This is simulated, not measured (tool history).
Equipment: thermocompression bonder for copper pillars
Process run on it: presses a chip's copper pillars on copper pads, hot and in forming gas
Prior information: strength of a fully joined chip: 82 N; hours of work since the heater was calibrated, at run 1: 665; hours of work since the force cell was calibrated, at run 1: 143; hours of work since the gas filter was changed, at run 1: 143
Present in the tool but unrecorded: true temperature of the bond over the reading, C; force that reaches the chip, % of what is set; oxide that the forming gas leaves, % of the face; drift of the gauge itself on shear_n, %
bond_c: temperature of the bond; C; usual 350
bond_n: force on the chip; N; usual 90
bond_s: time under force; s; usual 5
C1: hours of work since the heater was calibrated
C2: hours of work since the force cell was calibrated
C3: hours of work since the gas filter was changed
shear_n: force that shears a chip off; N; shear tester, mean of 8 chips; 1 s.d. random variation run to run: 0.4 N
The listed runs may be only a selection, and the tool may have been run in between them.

Run 1, hour 0.0: usual settings; C1 665; C2 143; C3 143. Result: shear_n 35.3 N.
Run 2, hour 48.2: usual settings but bond_c 375 C; C1 689; C2 168; C3 168. Result: shear_n 43.8 N.
Run 3, hour 90.0: usual settings but bond_c 325 C; C1 711; C2 190; C3 190. Result: shear_n 27.0 N.
Run 4, hour 116.6: usual settings but bond_n 63 N; C1 725; C2 203; C3 203. Result: shear_n 23.8 N.
Run 5, hour 154.7: usual settings but bond_n 56 N; C1 745; C2 223; C3 223. Result: shear_n 21.3 N.
Run 6, hour 192.4: usual settings but bond_n 56 N, bond_s 6 s; C1 764; C2 243; C3 243. Result: shear_n 23.0 N.
Run 7, hour 237.3: usual settings but bond_n 82 N, bond_s 6 s; C1 787; C2 266; C3 266. Result: shear_n 33.9 N.
Run 8, hour 274.0: usual settings but bond_n 82 N, bond_s 6 s; C1 806; C2 285; C3 285. Result: shear_n 34.7 N.
At hour 284.7: forming gas filter changed.
Run 9, hour 319.9: usual settings but bond_n 82 N; C1 830; C2 308; C3 18. Result: shear_n 31.6 N.
Run 10, hour 351.7: usual settings but bond_n 68 N; C1 846; C2 325; C3 35. Result: shear_n 26.1 N.
Run 11, hour 388.4: usual settings but bond_n 68 N; C1 865; C2 344; C3 54. Result: shear_n 26.0 N.
Run 12, hour 434.6: usual settings; C1 889; C2 367; C3 77. Result: shear_n 34.5 N.
Run 13, hour 478.7: usual settings but bond_s 12 s; C1 912; C2 390; C3 100. Result: shear_n 47.2 N.
Run 14, hour 536.5: usual settings but bond_n 59 N; C1 942; C2 420; C3 130. Result: shear_n 22.4 N.
Run 15, hour 579.4: usual settings; C1 964; C2 442; C3 152. Result: shear_n 35.6 N.
Run 16, hour 607.0: usual settings but bond_c 365 C; C1 978; C2 457; C3 167. Result: shear_n 39.9 N.
Run 17, hour 668.5: usual settings but bond_c 365 C; C1 1010; C2 488; C3 198. Result: shear_n 39.8 N.
Run 18, hour 728.0: usual settings but bond_s 10 s; C1 1041; C2 519; C3 229. Result: shear_n 44.0 N.
Run 19, hour 779.1: usual settings but bond_s 10 s; C1 1067; C2 545; C3 255. Result: shear_n 44.7 N.
Run 20, hour 820.7: usual settings but bond_s 10 s; C1 1088; C2 567; C3 277. Result: shear_n 44.9 N.
At hour 849.2: forming gas filter changed.
Run 21, hour 854.8: usual settings but bond_c 342 C, bond_s 10 s; C1 1106; C2 584; C3 3. Result: shear_n 41.2 N.
Run 22, hour 885.0: usual settings but bond_c 336 C, bond_n 67 N; C1 1121; C2 600; C3 19. Result: shear_n 21.8 N.
Run 23, hour 922.5: usual settings but bond_c 336 C, bond_n 67 N; C1 1141; C2 619; C3 38. Result: shear_n 22.3 N.
Run 24, hour 983.7: usual settings but bond_c 329 C, bond_n 66 N, bond_s 6 s; C1 1172; C2 651; C3 70. Result: shear_n 22.0 N.
Run 25, hour 1018.5: usual settings but bond_n 92 N, bond_s 10 s; C1 1190; C2 669; C3 87. Result: shear_n 45.0 N.
Run 26, hour 1048.4: usual settings but bond_n 92 N, bond_s 10 s; C1 1206; C2 684; C3 103. Result: shear_n 44.8 N.
Run 27, hour 1077.1: usual settings but bond_n 92 N, bond_s 10 s; C1 1221; C2 699; C3 118. Result: shear_n 44.6 N.
Run 28, hour 1111.2: usual settings but bond_n 92 N, bond_s 10 s; C1 1238; C2 717; C3 135. Result: shear_n 45.2 N.
Run 29, hour 1171.1: usual settings but bond_c 328 C, bond_n 82 N, bond_s 10 s; C1 1269; C2 748; C3 166. Result: shear_n 32.5 N.
Run 30, hour 1202.0: usual settings but bond_c 328 C, bond_n 82 N, bond_s 10 s; C1 1285; C2 764; C3 182. Result: shear_n 31.8 N.
Run 31, hour 1236.7: usual settings but bond_c 328 C, bond_n 82 N, bond_s 10 s; C1 1303; C2 782; C3 200. Result: shear_n 32.9 N.
Run 32, hour 1267.7: usual settings but bond_c 332 C, bond_n 63 N, bond_s 4 s; C1 1319; C2 798; C3 216. Result: shear_n 18.0 N.
Run 33, hour 1330.8: usual settings but bond_c 332 C, bond_n 63 N, bond_s 4 s; C1 1352; C2 830; C3 249. Result: shear_n 17.8 N.

Take each entry between the runs: how does the hidden state at the last listed run before it differ from the hidden state at the first listed run after it?
Between runs 8 and 9: forming gas filter changed (hour 284.7)
  oxide that the forming gas leaves, % of the face: 0.63 -> 0.51
Between runs 20 and 21: forming gas filter changed (hour 849.2)
  oxide that the forming gas leaves, % of the face: 0.62 -> 0.5
